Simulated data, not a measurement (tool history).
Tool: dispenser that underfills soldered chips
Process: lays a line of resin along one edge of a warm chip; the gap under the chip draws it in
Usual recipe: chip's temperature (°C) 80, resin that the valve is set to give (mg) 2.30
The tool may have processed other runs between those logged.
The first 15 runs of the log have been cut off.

run   hour  chip's temperature (°C)  resin that the valve is set to give (mg)  time until the resin shows at the far edge (s)  resin that the valve gave (mg)
 16  116.9                       80                                      2.30                                            74.5                           2.225
     121.4  -- new syringe of resin
 17  124.0                       80                                      2.30                                            58.5                           2.226
 18  128.4                       80                                      2.30                                            63.6                           2.224
 19  135.1                       78                                      2.73                                            78.1                           2.634
     141.2  -- new syringe of resin
 20  144.4                       75                                      2.91                                            68.7                           2.810
 21  152.7                       93                                      2.30                                            43.9                           2.202
 22  159.1                       93                                      2.30                                            50.2                           2.204
     161.0  -- new syringe of resin
 23  166.9                       65                                      2.02                                           111.4                           1.933
 24  172.3                       94                                      2.98                                            41.2                           2.846
 25  179.1                       69                                      2.30                                           122.4                           2.204
     180.2  -- new syringe of resin
 26  185.5                       73                                      2.18                                            81.7                           2.075
     190.7  -- dispensing valve cleaned and set on the balance
 27  191.6                       86                                      2.53                                            55.0                           2.521
     200.5  -- new syringe of resin
 28  200.5                       82                                      2.69                                            50.1                           2.681
 29  207.8                       82                                      2.69                                            58.5                           2.670
 30  212.2                       82                                      2.69                                            63.8                           2.674
 31  217.4                       68                                      2.96                                           121.4                           2.946
     220.2  -- new syringe of resin
 32  226.4                       68                                      2.96                                            98.2                           2.929
 33  233.7                       68                                      2.96                                           115.5                           2.924
     240.1  -- new syringe of resin
 34  243.9                       83                                      2.23                                            56.2                           2.194
 35  250.8                       72                                      2.30                                            94.9                           2.267

What if the next run were any one of these 5? Each begins from the tool's condition after run 35:
  A  256.1                       80                                      2.48                                               ?                               ?
  B  256.1                       74                                      2.09                                               ?                               ?
  C  256.1                       76                                      2.30                                               ?                               ?
  D  256.1                       76                                      2.30                                               ?                               ?
  E  256.1                       75                                      2.87                                               ?                               ?

run  time until the resin shows at the far edge (s)  resin that the valve gave (mg)
  A                                            79.3                           2.434
  B                                           101.3                           2.051
  C                                            93.3                           2.263
  D                                            91.7                           2.257
  E                                            93.4                           2.825
With no hidden state in the tool, these same runs would have given:
run  time until the resin shows at the far edge (s)  resin that the valve gave (mg)
  A                                            52.2                           2.479
  B                                            66.1                           2.089
  C                                            61.2                           2.304
  D                                            60.3                           2.299
  E                                            61.1                           2.877
